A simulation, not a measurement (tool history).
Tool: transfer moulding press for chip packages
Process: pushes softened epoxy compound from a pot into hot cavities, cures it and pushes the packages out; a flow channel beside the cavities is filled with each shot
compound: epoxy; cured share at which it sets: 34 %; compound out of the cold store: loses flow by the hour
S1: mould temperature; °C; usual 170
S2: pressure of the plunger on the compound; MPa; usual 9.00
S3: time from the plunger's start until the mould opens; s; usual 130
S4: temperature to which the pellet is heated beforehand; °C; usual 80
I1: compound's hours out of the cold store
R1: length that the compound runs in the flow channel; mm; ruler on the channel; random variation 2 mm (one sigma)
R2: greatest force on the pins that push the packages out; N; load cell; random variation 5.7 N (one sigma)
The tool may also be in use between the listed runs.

run   hour   S1    S2   S3  S4    I1   R1   R2
  1    0.0  170  9.00  130  80  13.7  746  305
  2   16.6  170  9.00  122  80  27.2  718  326
  3   36.4  170  9.00  130  80  33.6  748  310
  4   47.7  170  9.00  130  80  39.0  735  323
  5   56.0  170  9.00  130  90  13.9  783  323
  6   72.9  175  9.00  130  80  14.5  766  329
  7   88.4  175  9.00  130  80  21.4  747  330
  8  101.4  175  9.00  130  80  29.0  734  337
  9  109.4  175  9.00  130  80  30.9  730  336
 10  117.9  170  9.00  130  80  24.5  753  376
 11  137.7  170  9.00  130  80  42.6  722  213
 12  147.8  170  9.00  130  80  27.5  749  213
 13  156.0  170  9.00  130  80  17.8  769  245
 14  168.9  170  9.00  122  71  11.5  782  299
 15  186.0  167  9.00  117  80  31.8  750  379
 16  196.5  165  9.00  155  89  16.3  786  268
 17  212.4  165  9.00  155  84  16.4  784  297
 18  222.4  168  7.32  142  88  36.4  660  293
 19  233.2  168  9.99  142  88  36.3  768  292
 20  250.0  163  7.02  130  83  10.1  714  514
 21  266.7  163  7.02  130  83  14.9  701  500
 22  276.7  163  7.02  130  83  35.6  662  464
 23  294.3  173  6.96  122  72  44.3  615  217
 24  303.0  164  9.00  130  84  32.2  751  353
 25  317.2  164  9.00  130  84   8.3  800  385

Not shown: 4 entries that the log had between the listed runs. Between which runs, and how does the tool's hidden state differ before and after?
Between runs 2 and 3: plunger's sealing rings changed (hour 23.5)
  true mould temperature over the reading, C: -0.77 -> -0.79; pressure that reaches the compound, % of what is set: 88.68 -> 99.16; grip of the stained cavities, % over clean ones': 46.8 -> 51.5
  measured less the result without the state, R1: -42 -> +0 mm; R2: +111 -> +109 N
Between runs 5 and 6: cavities cleaned with cleaning compound and waxed (hour 64.6)
  true mould temperature over the reading, C: -0.81 -> -0.82; pressure that reaches the compound, % of what is set: 98.8 -> 98.52; grip of the stained cavities, % over clean ones': 56.4 -> 89.6
  measured less the result without the state, R1: -2 -> -3 mm; R2: +122 -> +159 N
Between runs 10 and 11: cavities cleaned with cleaning compound and waxed, once more (hour 137.7)
  true mould temperature over the reading, C: -0.87 -> -0.88; pressure that reaches the compound, % of what is set: 97.69 -> 97.33; grip of the stained cavities, % over clean ones': 86.7 -> 1.6
  measured less the result without the state, R1: -6 -> -7 mm; R2: +182 -> +10 N
Between runs 22 and 23: cavities cleaned with cleaning compound and waxed (hour 279.7)
  true mould temperature over the reading, C: -1.02 -> -1.04; pressure that reaches the compound, % of what is set: 94.91 -> 94.61; grip of the stained cavities, % over clean ones': 58.5 -> 11.4
  measured less the result without the state, R1: -14 -> -14 mm; R2: +190 -> +29 N
